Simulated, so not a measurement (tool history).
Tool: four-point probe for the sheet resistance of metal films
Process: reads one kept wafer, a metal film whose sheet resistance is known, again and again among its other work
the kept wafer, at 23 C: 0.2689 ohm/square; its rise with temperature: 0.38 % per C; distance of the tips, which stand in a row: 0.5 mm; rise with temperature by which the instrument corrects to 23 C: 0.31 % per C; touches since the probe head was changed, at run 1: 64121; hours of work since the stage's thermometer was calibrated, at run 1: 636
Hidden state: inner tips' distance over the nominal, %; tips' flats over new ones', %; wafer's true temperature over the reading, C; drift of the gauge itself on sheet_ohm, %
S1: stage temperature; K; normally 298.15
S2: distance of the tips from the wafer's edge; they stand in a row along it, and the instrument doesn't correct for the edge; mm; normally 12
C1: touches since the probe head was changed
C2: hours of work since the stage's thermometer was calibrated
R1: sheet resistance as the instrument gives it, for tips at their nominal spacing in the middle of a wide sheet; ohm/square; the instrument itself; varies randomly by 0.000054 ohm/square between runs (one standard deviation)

run	hour	S1	S2	C1	C2	R1
1	0	298.15	12	64121	636	0.267353
2	13.1	298.15	12	64660	643	0.267267
3	31.4	298.15	12	65415	654	0.267236
4	59	298.15	12	66553	669	0.267297
5	80.5	298.15	12	67441	682	0.267159
6	97.3	298.15	12	68133	691	0.267173

Forecast run 7:
7	123.1	298.15	12	69194	706	?

Run 7 came out at R1 0.267193 ohm/square.
With the hidden condition absent and the run-to-run variation left alone, this run would have shown R1 0.269542 ohm/square.
